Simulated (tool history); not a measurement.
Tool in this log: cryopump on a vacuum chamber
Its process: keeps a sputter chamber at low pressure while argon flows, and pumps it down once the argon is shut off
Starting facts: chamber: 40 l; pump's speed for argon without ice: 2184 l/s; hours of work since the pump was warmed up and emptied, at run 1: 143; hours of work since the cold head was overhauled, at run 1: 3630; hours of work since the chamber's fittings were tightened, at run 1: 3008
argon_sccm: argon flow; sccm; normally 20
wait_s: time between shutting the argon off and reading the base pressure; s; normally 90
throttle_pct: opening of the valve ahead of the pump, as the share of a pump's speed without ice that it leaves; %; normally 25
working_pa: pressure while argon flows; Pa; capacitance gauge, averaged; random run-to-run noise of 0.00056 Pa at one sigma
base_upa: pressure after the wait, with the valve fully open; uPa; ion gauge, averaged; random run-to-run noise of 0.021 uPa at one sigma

run	hour	argon_sccm	wait_s	throttle_pct	hours of work since the pump was warmed up and emptied	hours of work since the cold head was overhauled	hours of work since the chamber's fittings were tightened	working_pa	base_upa
1	0	20	90	25	143	3630	3008	0.0642	2.29
2	85.2	20	166	25	207	3694	3073	0.0652	2.22
3	211.8	20	166	25	303	3790	3169	0.0667	2.46
4	274.8	20	83	25	351	3838	3216	0.0669	2.73
5	371.1	20	83	42	424	3911	3289	0.044	2.95
# hour 435.9: leaking fittings of the chamber tightened, without venting
6	444.3	20	83	42	478	3965	6	0.045	0.65
# hour 483.1: pump warmed up, emptied and cooled again
7	545.5	20	90	25	47	4037	79	0.0631	0.62
8	647.8	20	90	25	125	4115	157	0.0649	0.62
9	775.2	20	90	56	221	4211	253	0.0319	0.71
10	876.3	20	90	56	298	4288	330	0.0325	0.8
11	1004.4	20	90	25	395	4385	427	0.0687	0.92
12	1105.5	20	90	25	471	4462	503	0.0706	1.02
# hour 1153: pump warmed up, emptied and cooled again
13	1226.7	20	90	25	56	4550	591	0.0641	0.91
14	1320	20	90	25	127	4620	662	0.0636	0.96
15	1451.5	20	90	25	226	4720	762	0.0663	1.05
16	1580.4	20	90	25	324	4817	859	0.0674	1.2
17	1670	13	129	53	392	4885	927	0.0222	1.2
18	1768.9	13	129	53	467	4960	1002	0.0234	1.27
# hour 1826.5: pump warmed up, emptied and cooled again
19	1852.4	13	129	53	20	5020	1061	0.0201	1.04
20	1978.2	23	27	22	115	5115	1157	0.0841	2.2
21	2077.5	23	27	22	190	5190	1232	0.0846	2.3
22	2200.7	23	27	22	283	5284	1325	0.0861	2.41
23	2309.7	15	144	36	366	5366	1408	0.0373	1.52
24	2393.5	22	62	36	429	5430	1471	0.0548	1.91
25	2471.1	25	130	28	488	5488	1530	0.0797	1.82
# hour 2499.3: pump warmed up, emptied and cooled again
26	2564.6	14	89	18	50	5555	1597	0.0613	1.51
27	2689.1	12	90	25	144	5650	1691	0.04	1.63
28	2768.3	33	36	20	204	5710	1751	0.1341	2.26
29	2848	33	36	20	264	5770	1812	0.1354	2.31
30	2954.1	10	90	15	344	5850	1892	0.0542	1.99
31	3023.4	28	128	41	397	5903	1945	0.0627	1.98
32	3102.8	25	90	25	457	5963	2005	0.0878	2.24

Branching from run 32: 5 alternative next runs. What would each branch give?
# hour 3173: pump warmed up, emptied and cooled again
A	3211.8	24	90	25	29	6042	2084	?	?
# hour 3173: pump warmed up, emptied and cooled again
B	3211.8	16	28	25	29	6042	2084	?	?
# hour 3173: pump warmed up, emptied and cooled again
C	3211.8	20	25	38	29	6042	2084	?	?
# hour 3173: pump warmed up, emptied and cooled again
D	3211.8	9	32	32	29	6042	2084	?	?
# hour 3173: pump warmed up, emptied and cooled again
E	3211.8	20	90	39	29	6042	2084	?	?

run	working_pa	base_upa
A	0.0759	1.72
B	0.0493	2.61
C	0.0419	2.68
D	0.0227	2.42
E	0.0414	1.7
Without the tool's hidden state the same runs would have given:
run	working_pa	base_upa
A	0.074	0.49
B	0.048	1.37
C	0.0403	1.47
D	0.0219	1.18
E	0.0398	0.47

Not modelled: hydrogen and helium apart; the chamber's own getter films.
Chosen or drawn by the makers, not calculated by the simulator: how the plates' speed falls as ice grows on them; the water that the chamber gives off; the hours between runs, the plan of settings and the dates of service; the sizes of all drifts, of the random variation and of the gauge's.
